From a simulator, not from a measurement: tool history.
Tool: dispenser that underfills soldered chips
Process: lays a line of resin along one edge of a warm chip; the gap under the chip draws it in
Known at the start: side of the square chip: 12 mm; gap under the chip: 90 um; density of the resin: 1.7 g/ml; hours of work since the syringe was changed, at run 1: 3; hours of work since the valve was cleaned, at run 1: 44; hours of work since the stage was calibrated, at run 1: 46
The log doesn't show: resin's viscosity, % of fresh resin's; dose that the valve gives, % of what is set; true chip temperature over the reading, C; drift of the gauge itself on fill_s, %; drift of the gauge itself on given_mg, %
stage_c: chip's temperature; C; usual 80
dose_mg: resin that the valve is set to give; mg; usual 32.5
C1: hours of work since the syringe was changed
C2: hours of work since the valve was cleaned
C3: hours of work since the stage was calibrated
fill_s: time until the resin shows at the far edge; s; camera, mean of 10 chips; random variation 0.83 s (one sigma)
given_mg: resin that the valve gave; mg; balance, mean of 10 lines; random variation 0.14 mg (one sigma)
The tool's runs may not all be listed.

{"run": 1, "hour": 0.0, "stage_c": 80, "dose_mg": 32.5, "C1": 3, "C2": 44, "C3": 46, "fill_s": 96.2, "given_mg": 31.09}
{"run": 2, "hour": 4.7, "stage_c": 80, "dose_mg": 32.5, "C1": 6, "C2": 47, "C3": 49, "fill_s": 116.3, "given_mg": 31.09}
{"hour": 7.2, "done": "new syringe of resin"}
{"run": 3, "hour": 8.3, "stage_c": 80, "dose_mg": 32.5, "C1": 1, "C2": 50, "C3": 52, "fill_s": 85, "given_mg": 30.69}
{"run": 4, "hour": 10.9, "stage_c": 80, "dose_mg": 32.5, "C1": 3, "C2": 52, "C3": 54, "fill_s": 92.4, "given_mg": 30.58}
{"run": 5, "hour": 14.0, "stage_c": 91, "dose_mg": 32.5, "C1": 5, "C2": 54, "C3": 56, "fill_s": 77, "given_mg": 30.78}
{"run": 6, "hour": 16.8, "stage_c": 91, "dose_mg": 32.5, "C1": 7, "C2": 56, "C3": 58, "fill_s": 86.2, "given_mg": 30.55}
{"hour": 18.3, "done": "new syringe of resin"}
{"run": 7, "hour": 20.6, "stage_c": 80, "dose_mg": 38.3, "C1": 2, "C2": 59, "C3": 61, "fill_s": 89.2, "given_mg": 35.87}
{"run": 8, "hour": 24.5, "stage_c": 80, "dose_mg": 38.3, "C1": 5, "C2": 62, "C3": 64, "fill_s": 100.6, "given_mg": 35.87}
{"run": 9, "hour": 27.3, "stage_c": 70, "dose_mg": 32.5, "C1": 7, "C2": 64, "C3": 66, "fill_s": 158.8, "given_mg": 30.5}
{"hour": 29.5, "done": "new syringe of resin"}
{"run": 10, "hour": 30.6, "stage_c": 80, "dose_mg": 32.5, "C1": 1, "C2": 66, "C3": 68, "fill_s": 88.7, "given_mg": 30.39}
{"run": 11, "hour": 33.5, "stage_c": 80, "dose_mg": 32.5, "C1": 3, "C2": 68, "C3": 70, "fill_s": 97.1, "given_mg": 30.1}
{"run": 12, "hour": 37.0, "stage_c": 89, "dose_mg": 32.5, "C1": 6, "C2": 71, "C3": 72, "fill_s": 86.5, "given_mg": 30.1}
{"run": 13, "hour": 39.8, "stage_c": 74, "dose_mg": 27.8, "C1": 8, "C2": 73, "C3": 75, "fill_s": 163.8, "given_mg": 25.75}
{"hour": 40.7, "done": "new syringe of resin"}
{"run": 14, "hour": 43.4, "stage_c": 88, "dose_mg": 29.4, "C1": 2, "C2": 75, "C3": 77, "fill_s": 74.1, "given_mg": 27.18}
{"hour": 48.7, "done": "dispensing valve cleaned and set on the balance"}
{"run": 15, "hour": 49.2, "stage_c": 75, "dose_mg": 30.6, "C1": 5, "C2": 0, "C3": 80, "fill_s": 130.1, "given_mg": 30.53}
{"hour": 52.9, "done": "new syringe of resin"}
{"run": 16, "hour": 53.7, "stage_c": 75, "dose_mg": 30, "C1": 1, "C2": 3, "C3": 84, "fill_s": 96.4, "given_mg": 29.84}
{"run": 17, "hour": 57.1, "stage_c": 72, "dose_mg": 37.1, "C1": 3, "C2": 6, "C3": 86, "fill_s": 120.7, "given_mg": 36.73}
{"run": 18, "hour": 61.2, "stage_c": 74, "dose_mg": 36.2, "C1": 6, "C2": 9, "C3": 89, "fill_s": 132.2, "given_mg": 35.98}
{"hour": 64.2, "done": "new syringe of resin"}
{"run": 19, "hour": 64.4, "stage_c": 73, "dose_mg": 30.9, "C1": 0, "C2": 11, "C3": 91, "fill_s": 103.1, "given_mg": 30.57}
{"run": 20, "hour": 68.0, "stage_c": 73, "dose_mg": 30.9, "C1": 3, "C2": 14, "C3": 94, "fill_s": 119.6, "given_mg": 30.46}
{"run": 21, "hour": 71.9, "stage_c": 86, "dose_mg": 30.1, "C1": 6, "C2": 17, "C3": 97, "fill_s": 94.8, "given_mg": 29.48}

Hidden state or all else? Some run-to-run changes of fill_s, split into what the settings, what came in and random variation would give without the hidden state, and what is left for the hidden state (with any gauge scatter that isn't in both results):
Run 9 -> 10: stage_c 70 -> 80, new syringe of resin. fill_s -70.1 s: hidden state -43.6, all else -26.5.
Run 12 -> 13: stage_c 89 -> 74, dose_mg 32.5 -> 27.8. fill_s +77.3 s: hidden state +38.2, all else +39.1.
Run 13 -> 14: stage_c 74 -> 88, dose_mg 27.8 -> 29.4, new syringe of resin. fill_s -89.7 s: hidden state -54.1, all else -35.6.
